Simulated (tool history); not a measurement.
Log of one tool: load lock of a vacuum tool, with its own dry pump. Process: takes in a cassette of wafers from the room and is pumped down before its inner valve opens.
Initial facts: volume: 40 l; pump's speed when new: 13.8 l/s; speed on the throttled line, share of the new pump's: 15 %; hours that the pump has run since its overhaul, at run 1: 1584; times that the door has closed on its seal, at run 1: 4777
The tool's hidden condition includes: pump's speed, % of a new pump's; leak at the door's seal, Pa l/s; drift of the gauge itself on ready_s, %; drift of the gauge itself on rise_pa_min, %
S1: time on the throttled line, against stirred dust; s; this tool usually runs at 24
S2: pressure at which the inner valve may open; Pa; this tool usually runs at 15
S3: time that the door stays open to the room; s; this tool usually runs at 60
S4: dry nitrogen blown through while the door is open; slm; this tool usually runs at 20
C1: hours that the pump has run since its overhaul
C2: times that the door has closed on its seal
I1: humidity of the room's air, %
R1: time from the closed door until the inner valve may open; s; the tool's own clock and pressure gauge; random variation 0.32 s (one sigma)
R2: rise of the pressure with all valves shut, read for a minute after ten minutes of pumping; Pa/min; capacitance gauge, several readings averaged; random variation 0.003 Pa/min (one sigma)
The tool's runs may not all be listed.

run,day,S1,S2,S3,S4,C1,C2,I1,R1,R2
1,0,24,15,60,20,1584,4777,44.4,45.8,0.015
2,16.267,24,15,60,20,1975,5954,43.4,46,0.011
3,26.588,24,15,60,20,2223,6700,44.3,46.4,0.015
4,38.296,24,15,60,20,2504,7547,43.3,46,0.013
5,62.392,24,15,60,20,3082,9291,45.7,46,0.009
6,83.504,24,15,60,20,3589,10818,46.2,46.2,0.016
7,98.821,24,15,60,20,3956,11926,42,46.6,0.015
8,121.796,24,15,60,20,4508,13589,48.3,46,0.016
9,143.388,24,15,31,20,5026,15151,42.1,45.9,0.012
10,164.75,24,15,31,20,5539,16696,40.6,46,0.009
11,177.667,24,15,31,20,5848,17631,46.4,46.1,0.011
12,200.092,24,15,31,20,6387,19253,47.9,46,0.004
13,218.292,24,15,31,20,6823,20570,47.5,45.6,0.006
14,233.992,24,15,27,20,7200,21706,44.3,46.2,0.008
15,249.304,24,15,27,20,7568,22814,44.7,46.1,0.015
16,269.529,24,15,27,20,8053,24277,46.6,45.7,0.01
17,290.842,24,15,27,20,8565,25819,43.3,45.8,0.01
18,307.412,24,15,27,5,8962,27018,42.2,45.6,0.018
19,318.279,25,18,116,8,9223,27804,47.5,46.8,0.04
20,331.1,25,18,116,8,9531,28731,45.3,46.7,0.031
21,347.388,24,10,181,5,9922,29910,41.4,47.6,0.046
22,358.904,24,10,181,5,10198,30743,46.5,47.1,0.053
23,381.812,24,15,44,20,10748,32401,44.6,45.8,0.011
24,396.362,24,17,108,20,11097,33453,46.3,46.1,0.017
25,421.388,24,17,108,20,11698,35264,48,46,0.025
26,442.8,24,17,219,5,12212,36813,44.5,46,0.061
27,464.092,24,17,219,5,12723,38353,45.9,44.7,0.057
28,478.408,24,17,219,5,13066,39389,45.8,45.4,0.057
# day 484.012: door's seal changed, seat wiped
29,499.233,24,17,219,5,13565,1102,45.8,45.3,0.066
30,522.783,16,29,52,20,14130,2805,41.5,36.6,0.012
31,539.229,16,29,45,7,14524,3995,40.4,37.7,0.019
32,552.604,15,15,142,20,14845,4963,46.2,38.6,0.017
33,569.417,15,15,142,20,15249,6179,47.3,38,0.022
34,594.5,15,15,142,20,15851,7994,43.2,38.5,0.023
35,607.083,15,15,142,20,16153,8904,46,38.2,0.023
36,631.333,15,15,142,20,16735,10659,44.2,38.5,0.016

Branching from run 36: 3 alternative next runs. What would each branch give?
A,655.871,24,20,66,26,17324,12434,47,?,?
B,655.871,23,25,60,31,17324,12434,43.2,?,?
C,655.871,24,29,60,20,17324,12434,48.2,?,?

run,R1,R2
A,44.9,0.011
B,43.3,0.008
C,44.5,0.008
The same runs, with their run-to-run variation unchanged, on a tool lacking any hidden condition would have given:
run,R1,R2
A,44.9,0.011
B,43.3,0.008
C,44.5,0.008
